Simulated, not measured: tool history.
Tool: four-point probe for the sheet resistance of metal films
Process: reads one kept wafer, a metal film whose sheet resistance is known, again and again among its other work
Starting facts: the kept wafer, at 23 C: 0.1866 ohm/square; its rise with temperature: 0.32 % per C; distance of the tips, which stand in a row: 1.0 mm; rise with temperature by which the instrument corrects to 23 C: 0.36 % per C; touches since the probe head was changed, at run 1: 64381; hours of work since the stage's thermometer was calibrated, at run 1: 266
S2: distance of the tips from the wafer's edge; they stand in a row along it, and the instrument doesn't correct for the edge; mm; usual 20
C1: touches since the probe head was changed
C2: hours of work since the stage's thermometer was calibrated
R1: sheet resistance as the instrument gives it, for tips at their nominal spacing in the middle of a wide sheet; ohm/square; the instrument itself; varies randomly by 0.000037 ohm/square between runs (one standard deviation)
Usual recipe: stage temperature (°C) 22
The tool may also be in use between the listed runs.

{"run": 1, "day": 0.0, "stage temperature (°C)": 22, "S2": 20, "C1": 64381, "C2": 266, "R1": 0.188217}
{"run": 2, "day": 0.838, "stage temperature (°C)": 22, "S2": 24, "C1": 65219, "C2": 276, "R1": 0.188239}
{"run": 3, "day": 1.542, "stage temperature (°C)": 22, "S2": 24, "C1": 65922, "C2": 284, "R1": 0.188198}
{"run": 4, "day": 2.2, "stage temperature (°C)": 22, "S2": 24, "C1": 66578, "C2": 292, "R1": 0.188296}
{"day": 2.592, "done": "new probe head fitted"}
{"run": 5, "day": 3.021, "stage temperature (°C)": 22, "S2": 24, "C1": 428, "C2": 301, "R1": 0.188009}
{"run": 6, "day": 3.825, "stage temperature (°C)": 22, "S2": 24, "C1": 1234, "C2": 310, "R1": 0.188051}
{"run": 7, "day": 4.862, "stage temperature (°C)": 22, "S2": 24, "C1": 2270, "C2": 322, "R1": 0.188115}
{"run": 8, "day": 5.883, "stage temperature (°C)": 22, "S2": 20, "C1": 3289, "C2": 334, "R1": 0.188263}
{"run": 9, "day": 6.683, "stage temperature (°C)": 22, "S2": 20, "C1": 4090, "C2": 343, "R1": 0.188232}
{"run": 10, "day": 7.325, "stage temperature (°C)": 22, "S2": 20, "C1": 4729, "C2": 350, "R1": 0.188308}
{"run": 11, "day": 8.142, "stage temperature (°C)": 22, "S2": 5, "C1": 5546, "C2": 360, "R1": 0.191909}
{"run": 12, "day": 8.796, "stage temperature (°C)": 22, "S2": 5, "C1": 6199, "C2": 367, "R1": 0.192023}
{"run": 13, "day": 9.35, "stage temperature (°C)": 32, "S2": 12, "C1": 6756, "C2": 374, "R1": 0.187919}
{"run": 14, "day": 9.838, "stage temperature (°C)": 32, "S2": 12, "C1": 7240, "C2": 379, "R1": 0.187919}
{"run": 15, "day": 10.654, "stage temperature (°C)": 32, "S2": 12, "C1": 8060, "C2": 389, "R1": 0.188}
{"run": 16, "day": 11.667, "stage temperature (°C)": 32, "S2": 12, "C1": 9071, "C2": 401, "R1": 0.187995}
{"run": 17, "day": 12.192, "stage temperature (°C)": 32, "S2": 12, "C1": 9596, "C2": 407, "R1": 0.187936}
{"run": 18, "day": 13.129, "stage temperature (°C)": 22, "S2": 7, "C1": 10533, "C2": 417, "R1": 0.190094}
{"run": 19, "day": 14.167, "stage temperature (°C)": 22, "S2": 7, "C1": 11571, "C2": 429, "R1": 0.190243}
{"run": 20, "day": 14.862, "stage temperature (°C)": 22, "S2": 41, "C1": 12265, "C2": 437, "R1": 0.18822}
{"run": 21, "day": 15.742, "stage temperature (°C)": 20, "S2": 5, "C1": 13142, "C2": 448, "R1": 0.192308}
{"run": 22, "day": 16.717, "stage temperature (°C)": 23, "S2": 4, "C1": 14118, "C2": 459, "R1": 0.19424}
{"run": 23, "day": 17.662, "stage temperature (°C)": 23, "S2": 4, "C1": 15063, "C2": 470, "R1": 0.194279}

Hidden state at the last listed run before each entry between runs and at the first one after, where it differs:
Run 4 -> run 5: new probe head fitted (day 2.592)
  inner tips' distance over the nominal, %: 0.66 -> 0.565; tips' flats over new ones', %: 113 -> 1
  measured less the result without the state, R1: +0.001391 -> +0.0012 ohm/square
